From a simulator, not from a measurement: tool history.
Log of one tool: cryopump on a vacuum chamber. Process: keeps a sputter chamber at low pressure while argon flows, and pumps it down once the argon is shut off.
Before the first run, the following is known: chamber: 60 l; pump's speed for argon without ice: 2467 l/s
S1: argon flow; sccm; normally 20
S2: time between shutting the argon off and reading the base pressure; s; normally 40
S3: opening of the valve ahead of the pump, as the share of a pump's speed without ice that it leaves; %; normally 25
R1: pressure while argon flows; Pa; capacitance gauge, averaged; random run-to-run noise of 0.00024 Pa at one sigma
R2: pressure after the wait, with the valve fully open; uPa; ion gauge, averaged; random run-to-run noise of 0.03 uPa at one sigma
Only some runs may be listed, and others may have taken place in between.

run	hour	S1	S2	S3	R1	R2
1	0.0	20	40	25	0.0557	1.62
2	15.8	20	40	25	0.0557	1.66
3	29.5	20	40	25	0.0561	1.67
4	44.6	20	40	25	0.0559	1.74
5	55.4	20	40	25	0.0560	1.56
6	73.4	20	40	25	0.0558	1.71
7	87.3	31	110	19	0.1133	0.83
8	99.5	31	110	19	0.1135	0.83
9	108.7	17	246	44	0.0272	0.55
10	127.4	17	246	44	0.0276	0.55
11	136.5	21	261	44	0.0340	0.54
12	157.4	27	33	26	0.0729	1.96

Branching from run 12: 3 alternative next runs. What would each branch give?
A	178.1	27	28	19	?	?
B	178.1	9	40	25	?	?
C	178.1	22	156	24	?	?

run	R1	R2
A	0.0993	2.29
B	0.0255	1.74
C	0.0644	0.68
Stripped of hidden state, with their random variation kept, the same runs would have yielded:
run	R1	R2
A	0.0974	2.06
B	0.0249	1.51
C	0.0629	0.46
